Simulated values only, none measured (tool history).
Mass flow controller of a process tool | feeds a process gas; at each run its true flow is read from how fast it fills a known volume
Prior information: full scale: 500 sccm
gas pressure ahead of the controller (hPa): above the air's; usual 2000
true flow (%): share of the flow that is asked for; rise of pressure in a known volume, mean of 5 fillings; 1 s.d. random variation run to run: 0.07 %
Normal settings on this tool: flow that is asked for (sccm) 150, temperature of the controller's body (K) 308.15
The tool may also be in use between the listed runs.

run    hour  flow that is asked for (sccm)  gas pressure ahead of the controller (hPa)  temperature of the controller's body (K)  true flow (%)
  1       0                            150                                        2000                                    308.15          99.15
  2      75                            489                                        2000                                    308.15          100.8
  3   143.3                            150                                        1770                                    308.15           99.2
  4   257.8                            150                                        1770                                    308.15          99.29
  5   324.3                            150                                        1770                                    308.15          99.31
  6   443.8                            150                                        1770                                    308.15          98.95
  7   510.5                            150                                        1770                                    308.15          99.11
  8   631.3                            366                                        2000                                    308.15          99.98
  9   682.1                            366                                        2000                                    308.15          99.99
 10   741.1                            366                                        2000                                    308.15         100.09
 11   854.8                            366                                        2000                                    308.15          99.92
 12   962.9                            150                                        2000                                    308.15          98.83
 13  1049.6                            115                                        2000                                    308.15          98.86
     1060.7  -- controller exchanged for a calibrated one
 14  1150.1                            115                                        2000                                    308.15          98.68
 15  1254.9                             65                                        2000                                    308.15          98.39
 16  1366.3                             65                                        2000                                    308.15          98.53
 17    1468                             65                                        2000                                    308.15          98.42

Run 18, settings as shown, results not yet in. Your forecast:
 18  1580.3                             65                                        2000                                    308.15              ?

Logged for run 18: true flow (%) 98.24.
Minus the tool's unlogged condition, the same run would have read true flow (%) 98.65.
